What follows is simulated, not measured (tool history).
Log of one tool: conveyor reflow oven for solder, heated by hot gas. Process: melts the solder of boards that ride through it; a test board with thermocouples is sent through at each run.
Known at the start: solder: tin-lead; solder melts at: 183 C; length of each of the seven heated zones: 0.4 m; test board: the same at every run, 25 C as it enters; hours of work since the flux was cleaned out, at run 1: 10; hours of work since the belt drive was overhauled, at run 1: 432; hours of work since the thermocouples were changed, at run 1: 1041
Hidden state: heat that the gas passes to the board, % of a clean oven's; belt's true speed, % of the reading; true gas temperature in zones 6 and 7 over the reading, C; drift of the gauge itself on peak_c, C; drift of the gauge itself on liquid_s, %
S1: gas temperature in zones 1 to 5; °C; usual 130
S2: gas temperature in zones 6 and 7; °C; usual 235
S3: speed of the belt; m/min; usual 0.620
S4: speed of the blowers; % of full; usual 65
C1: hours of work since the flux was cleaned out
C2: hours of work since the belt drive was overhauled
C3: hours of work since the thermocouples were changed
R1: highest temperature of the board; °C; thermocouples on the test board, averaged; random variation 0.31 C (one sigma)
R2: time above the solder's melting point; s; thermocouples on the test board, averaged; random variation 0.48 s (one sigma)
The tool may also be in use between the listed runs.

run 1 day=0.000 | S1=130 S2=235 S3=0.620 S4=65 | C1=10 C2=432 C3=1041 | R1=215.2 R2=53.1
-- day=0.142 thermocouples of zones 6 and 7 changed
run 2 day=0.471 | S1=130 S2=235 S3=0.620 S4=65 | C1=15 C2=437 C3=4 | R1=212.7 R2=50.3
run 3 day=1.175 | S1=130 S2=235 S3=0.620 S4=65 | C1=24 C2=447 C3=14 | R1=212.4 R2=50.4
run 4 day=1.617 | S1=130 S2=235 S3=0.620 S4=65 | C1=30 C2=453 C3=20 | R1=212.2 R2=49.2
run 5 day=2.362 | S1=130 S2=235 S3=0.620 S4=65 | C1=40 C2=462 C3=29 | R1=212.6 R2=50.1
run 6 day=2.875 | S1=130 S2=235 S3=0.620 S4=65 | C1=47 C2=469 C3=36 | R1=212.7 R2=50.1
run 7 day=3.238 | S1=130 S2=235 S3=0.620 S4=65 | C1=52 C2=474 C3=41 | R1=212.1 R2=50.9
run 8 day=3.767 | S1=130 S2=235 S3=0.620 S4=65 | C1=59 C2=481 C3=48 | R1=213.0 R2=51.0
run 9 day=4.175 | S1=123 S2=226 S3=0.682 S4=65 | C1=64 C2=486 C3=53 | R1=200.0 R2=30.4
run 10 day=4.700 | S1=130 S2=235 S3=0.620 S4=63 | C1=71 C2=493 C3=60 | R1=212.1 R2=49.5
run 11 day=5.279 | S1=130 S2=235 S3=0.620 S4=63 | C1=79 C2=501 C3=68 | R1=212.0 R2=50.7
run 12 day=5.925 | S1=130 S2=235 S3=0.620 S4=63 | C1=87 C2=510 C3=77 | R1=212.1 R2=50.0

Forecast each of these 5 alternatives for the next run:
run A day=6.621 | S1=130 S2=235 S3=0.661 S4=63 | C1=96 C2=519 C3=86 | R1=? R2=?
run B day=6.621 | S1=130 S2=227 S3=0.620 S4=65 | C1=96 C2=519 C3=86 | R1=? R2=?
run C day=6.621 | S1=130 S2=225 S3=0.620 S4=63 | C1=96 C2=519 C3=86 | R1=? R2=?
run D day=6.621 | S1=133 S2=235 S3=0.600 S4=63 | C1=96 C2=519 C3=86 | R1=? R2=?
run E day=6.621 | S1=139 S2=247 S3=0.620 S4=69 | C1=96 C2=519 C3=86 | R1=? R2=?

run=A R1=209.4 R2=44.2
run=B R1=206.2 R2=43.4
run=C R1=204.3 R2=41.6
run=D R1=213.6 R2=54.5
run=E R1=226.0 R2=63.5
Without the tool's hidden state the same runs would have given:
run=A R1=209.7 R2=44.2
run=B R1=206.4 R2=43.4
run=C R1=204.5 R2=41.6
run=D R1=213.9 R2=54.3
run=E R1=226.2 R2=63.1
